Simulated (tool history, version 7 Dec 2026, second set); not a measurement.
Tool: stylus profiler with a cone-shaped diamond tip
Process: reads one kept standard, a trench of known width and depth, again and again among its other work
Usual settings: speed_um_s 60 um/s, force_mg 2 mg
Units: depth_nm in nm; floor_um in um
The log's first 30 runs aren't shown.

run    hour  speed_um_s  force_mg  depth_nm  floor_um
 31   969.4          40      1.74       100     17.69
 32  1000.4          40      1.74    100.03      17.7
 33  1022.7          51      0.69      99.7     17.57
 34  1063.9          25      1.26     99.79     17.75
 35  1100.9          21      1.26     99.87      17.7
 36  1131.5          21      1.26     99.86     17.74
 37  1153.7         160         2      99.8     17.43
 38  1193.5          19       1.7     99.92     17.65
 39  1215.1          22       3.5    100.22     17.76
 40    1235         144       3.5    100.19     17.57
 41  1256.8          23      5.44    100.42     17.73
 42  1276.6          23      5.44    100.42     17.75
 43  1313.6          17      5.05    100.43      17.7
 44  1339.8          91      5.05    100.45     17.65
 45  1380.5         209      2.62    100.01     17.31
 46  1409.5          19      4.22    100.29     17.69
 47  1440.7         191      4.39    100.27     17.44
 48  1476.5          60      3.24    100.05     17.58

Forecast each of these 3 alternatives for the next run:
  A  1516.5          97      3.31         ?         ?
  B  1516.5          75      3.24         ?         ?
  C  1516.5          60      0.74         ?         ?

run  depth_nm  floor_um
  A    100.12     17.54
  B    100.05     17.62
  C     99.55      17.5
Without the tool's hidden state the same runs would have given:
run  depth_nm  floor_um
  A    100.86     17.84
  B    100.79     17.92
  C    100.29      17.8

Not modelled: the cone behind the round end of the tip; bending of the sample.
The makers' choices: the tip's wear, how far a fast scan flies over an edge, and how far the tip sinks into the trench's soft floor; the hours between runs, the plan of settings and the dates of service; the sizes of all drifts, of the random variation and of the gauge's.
